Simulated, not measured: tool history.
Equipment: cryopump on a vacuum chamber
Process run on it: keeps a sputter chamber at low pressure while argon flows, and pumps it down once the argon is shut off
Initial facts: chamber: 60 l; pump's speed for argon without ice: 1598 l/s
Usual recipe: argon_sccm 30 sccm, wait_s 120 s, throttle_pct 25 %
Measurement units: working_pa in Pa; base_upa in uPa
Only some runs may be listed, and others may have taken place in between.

run 1 hour=0 | argon_sccm=30 wait_s=120 throttle_pct=25 | working_pa=0.1294 base_upa=2.24
run 2 hour=26.6 | argon_sccm=30 wait_s=120 throttle_pct=25 | working_pa=0.1291 base_upa=2.35
run 3 hour=46.5 | argon_sccm=30 wait_s=120 throttle_pct=25 | working_pa=0.1285 base_upa=2.31
run 4 hour=67.8 | argon_sccm=30 wait_s=120 throttle_pct=25 | working_pa=0.1305 base_upa=2.33
run 5 hour=88.1 | argon_sccm=30 wait_s=120 throttle_pct=25 | working_pa=0.1291 base_upa=2.37
run 6 hour=108.4 | argon_sccm=23 wait_s=120 throttle_pct=25 | working_pa=0.1003 base_upa=2.41
run 7 hour=137.3 | argon_sccm=23 wait_s=120 throttle_pct=25 | working_pa=0.1012 base_upa=2.42
run 8 hour=170.2 | argon_sccm=30 wait_s=120 throttle_pct=25 | working_pa=0.1313 base_upa=2.49
run 9 hour=206 | argon_sccm=30 wait_s=120 throttle_pct=25 | working_pa=0.1314 base_upa=2.49
run 10 hour=248.4 | argon_sccm=30 wait_s=120 throttle_pct=55 | working_pa=0.063 base_upa=2.46
run 11 hour=268.4 | argon_sccm=30 wait_s=120 throttle_pct=25 | working_pa=0.1323 base_upa=2.54
run 12 hour=302.8 | argon_sccm=30 wait_s=120 throttle_pct=25 | working_pa=0.1321 base_upa=2.58
run 13 hour=328.9 | argon_sccm=30 wait_s=120 throttle_pct=25 | working_pa=0.1324 base_upa=2.68
run 14 hour=360.7 | argon_sccm=30 wait_s=120 throttle_pct=25 | working_pa=0.1342 base_upa=2.59
run 15 hour=405.9 | argon_sccm=30 wait_s=120 throttle_pct=25 | working_pa=0.134 base_upa=2.75
run 16 hour=452.1 | argon_sccm=30 wait_s=120 throttle_pct=25 | working_pa=0.1347 base_upa=2.73
run 17 hour=479 | argon_sccm=30 wait_s=120 throttle_pct=25 | working_pa=0.1359 base_upa=2.8
run 18 hour=523 | argon_sccm=30 wait_s=107 throttle_pct=19 | working_pa=0.176 base_upa=2.9
run 19 hour=547.8 | argon_sccm=30 wait_s=107 throttle_pct=19 | working_pa=0.1749 base_upa=2.83
run 20 hour=587.1 | argon_sccm=16 wait_s=153 throttle_pct=25 | working_pa=0.0738 base_upa=2.89
run 21 hour=607.8 | argon_sccm=47 wait_s=33 throttle_pct=51 | working_pa=0.1133 base_upa=3.47
run 22 hour=644 | argon_sccm=17 wait_s=107 throttle_pct=40 | working_pa=0.0511 base_upa=3.07
run 23 hour=690.2 | argon_sccm=51 wait_s=89 throttle_pct=22 | working_pa=0.2626 base_upa=3.17
run 24 hour=714.8 | argon_sccm=51 wait_s=89 throttle_pct=22 | working_pa=0.2654 base_upa=3.29

Run 25 has not been measured yet. What should we expect?
run 25 hour=758.6 | argon_sccm=55 wait_s=183 throttle_pct=25 | working_pa=? base_upa=?

Run 25 measured working_pa 0.2538 Pa, base_upa 3.15 uPa.
The same run, on a tool lacking any hidden state, would have yielded working_pa 0.2315 Pa, base_upa 0.28 uPa.
